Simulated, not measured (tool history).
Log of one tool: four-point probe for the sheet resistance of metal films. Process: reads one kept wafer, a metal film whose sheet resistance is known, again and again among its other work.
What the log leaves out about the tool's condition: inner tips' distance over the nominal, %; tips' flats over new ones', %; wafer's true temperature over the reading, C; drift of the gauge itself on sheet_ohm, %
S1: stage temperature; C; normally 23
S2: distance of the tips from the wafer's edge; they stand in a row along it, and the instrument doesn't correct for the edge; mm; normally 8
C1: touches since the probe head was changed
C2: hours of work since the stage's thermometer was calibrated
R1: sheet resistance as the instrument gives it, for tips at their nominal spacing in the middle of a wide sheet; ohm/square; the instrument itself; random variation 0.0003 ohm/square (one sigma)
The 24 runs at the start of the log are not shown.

run 25 hour=2137.3 | S1=21 S2=5 | C1=145793 C2=177 | R1=1.516624
run 26 hour=2190.1 | S1=21 S2=3 | C1=147371 C2=202 | R1=1.568477
run 27 hour=2299.8 | S1=21 S2=3 | C1=150655 C2=254 | R1=1.568112
run 28 hour=2414.2 | S1=21 S2=3 | C1=154077 C2=308 | R1=1.567293
run 29 hour=2521.6 | S1=21 S2=3 | C1=157292 C2=358 | R1=1.566405
run 30 hour=2569.2 | S1=27 S2=74 | C1=158717 C2=381 | R1=1.489384
run 31 hour=2681.6 | S1=23 S2=41 | C1=162079 C2=434 | R1=1.485375
run 32 hour=2738 | S1=30 S2=34 | C1=163768 C2=460 | R1=1.491913
run 33 hour=2817.7 | S1=30 S2=34 | C1=166153 C2=498 | R1=1.491894

5 options for the next run, each taken on its own from the tool as it stands now. Forecast them:
run A hour=2897.4 | S1=24 S2=5 | C1=168536 C2=536 | R1=?
run B hour=2897.4 | S1=21 S2=11 | C1=168536 C2=536 | R1=?
run C hour=2897.4 | S1=25 S2=3 | C1=168536 C2=536 | R1=?
run D hour=2897.4 | S1=30 S2=15 | C1=168536 C2=536 | R1=?
run E hour=2897.4 | S1=34 S2=34 | C1=168536 C2=536 | R1=?

run=A R1=1.516209
run=B R1=1.488474
run=C R1=1.569875
run=D R1=1.494529
run=E R1=1.495435
Stripped of hidden state, with their random variation kept, the same runs would have yielded:
run=A R1=1.53006
run=B R1=1.502102
run=C R1=1.584173
run=D R1=1.508173
run=E R1=1.509072

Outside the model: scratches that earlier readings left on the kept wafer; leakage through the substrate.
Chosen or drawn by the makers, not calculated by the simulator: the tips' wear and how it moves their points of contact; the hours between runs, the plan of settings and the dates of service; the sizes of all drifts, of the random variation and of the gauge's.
